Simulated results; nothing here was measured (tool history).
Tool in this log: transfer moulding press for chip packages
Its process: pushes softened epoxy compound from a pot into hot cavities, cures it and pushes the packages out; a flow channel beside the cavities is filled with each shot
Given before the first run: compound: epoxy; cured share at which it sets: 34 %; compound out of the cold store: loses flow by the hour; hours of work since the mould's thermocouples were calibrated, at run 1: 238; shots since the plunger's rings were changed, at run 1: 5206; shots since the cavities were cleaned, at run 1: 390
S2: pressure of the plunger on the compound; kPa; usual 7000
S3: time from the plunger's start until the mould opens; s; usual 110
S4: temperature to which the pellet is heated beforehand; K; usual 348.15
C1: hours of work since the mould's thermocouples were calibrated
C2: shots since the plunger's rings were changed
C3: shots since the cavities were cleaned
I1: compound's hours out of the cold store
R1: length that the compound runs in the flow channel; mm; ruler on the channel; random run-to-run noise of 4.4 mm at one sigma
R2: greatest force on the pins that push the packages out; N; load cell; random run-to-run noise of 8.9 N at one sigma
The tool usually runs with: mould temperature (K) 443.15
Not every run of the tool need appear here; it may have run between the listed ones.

Run 1, hour 0.0: usual settings; C1 238; C2 5206; C3 390; I1 24.9. Result: R1 587 mm, R2 410 N.
Run 2, hour 7.5: usual settings; C1 243; C2 5299; C3 483; I1 17.3. Result: R1 610 mm, R2 394 N.
Run 3, hour 20.2: usual settings but S3 124 s; C1 252; C2 5457; C3 641; I1 12.1. Result: R1 630 mm, R2 380 N.
Run 4, hour 29.8: usual settings; C1 259; C2 5577; C3 761; I1 44.3. Result: R1 541 mm, R2 390 N.
Run 5, hour 39.2: usual settings; C1 266; C2 5695; C3 879; I1 16.4. Result: R1 613 mm, R2 410 N.
Run 6, hour 45.7: usual settings but mould temperature (K) 439.15; C1 270; C2 5777; C3 961; I1 25.2. Result: R1 601 mm, R2 454 N.
At hour 52.1: cavities cleaned with cleaning compound and waxed.
Run 7, hour 54.8: usual settings but mould temperature (K) 439.15; C1 276; C2 5870; C3 33; I1 17.8. Result: R1 621 mm, R2 453 N.
Run 8, hour 63.5: usual settings but mould temperature (K) 439.15; C1 282; C2 5980; C3 143; I1 9.6. Result: R1 653 mm, R2 475 N.
Run 9, hour 73.0: usual settings but mould temperature (K) 449.15; C1 289; C2 6098; C3 261; I1 25.9. Result: R1 577 mm, R2 380 N.
Run 10, hour 81.0: usual settings but mould temperature (K) 449.15; C1 294; C2 6198; C3 361; I1 45.7. Result: R1 517 mm, R2 369 N.
Run 11, hour 87.2: usual settings but mould temperature (K) 441.15, S2 5800 kPa, S3 122 s, S4 357.15 K; C1 299; C2 6275; C3 438; I1 15.5. Result: R1 565 mm, R2 393 N.
Run 12, hour 99.8: usual settings but mould temperature (K) 438.15, S2 6570 kPa, S3 122 s, S4 339.15 K; C1 308; C2 6432; C3 595; I1 12.9. Result: R1 616 mm, R2 438 N.
Run 13, hour 107.0: usual settings but mould temperature (K) 438.15, S2 6570 kPa, S3 122 s, S4 339.15 K; C1 313; C2 6522; C3 685; I1 36.7. Result: R1 547 mm, R2 430 N.
At hour 110.3: plunger's sealing rings changed.
Run 14, hour 117.2: usual settings but S2 5710 kPa, S4 346.15 K; C1 318; C2 85; C3 781; I1 15.4. Result: R1 553 mm, R2 410 N.
Run 15, hour 123.8: usual settings but S2 6720 kPa, S3 105 s, S4 349.15 K; C1 323; C2 168; C3 864; I1 29.7. Result: R1 561 mm, R2 405 N.
Run 16, hour 129.3: usual settings but S2 6580 kPa, S3 145 s, S4 341.15 K; C1 327; C2 236; C3 932; I1 20.2. Result: R1 592 mm, R2 379 N.
At hour 138.3: cavities cleaned with cleaning compound and waxed.
Run 17, hour 144.2: usual settings but S2 6580 kPa, S3 145 s, S4 341.15 K; C1 336; C2 404; C3 74; I1 32.7. Result: R1 552 mm, R2 364 N.
Run 18, hour 152.2: usual settings but S2 6710 kPa, S3 125 s, S4 356.15 K; C1 342; C2 504; C3 174; I1 26.7. Result: R1 570 mm, R2 376 N.

4 ways to go on from here, each from the tool as it stands after run 18. What would each give?
Run A, hour 160.0: usual settings but S2 5800 kPa, S3 149 s, S4 356.15 K; C1 348; C2 601; C3 271; I1 30.4. Result: R1 ?, R2 ?.
Run B, hour 160.0: usual settings but S2 6710 kPa, S4 344.15 K; C1 348; C2 601; C3 271; I1 28.2. Result: R1 ?, R2 ?.
Run C, hour 160.0: usual settings but mould temperature (K) 447.15, S3 96 s; C1 348; C2 601; C3 271; I1 29.4. Result: R1 ?, R2 ?.
Run D, hour 160.0: usual settings but mould temperature (K) 447.15, S2 6710 kPa, S3 125 s, S4 356.15 K; C1 348; C2 601; C3 271; I1 30.2. Result: R1 ?, R2 ?.

run   R1   R2
  A  527  367
  B  568  398
  C  568  401
  D  555  372
The same runs, with their run-to-run variation unchanged, on a tool lacking any hidden condition would have given:
run   R1   R2
  A  527  364
  B  568  395
  C  568  398
  D  555  369
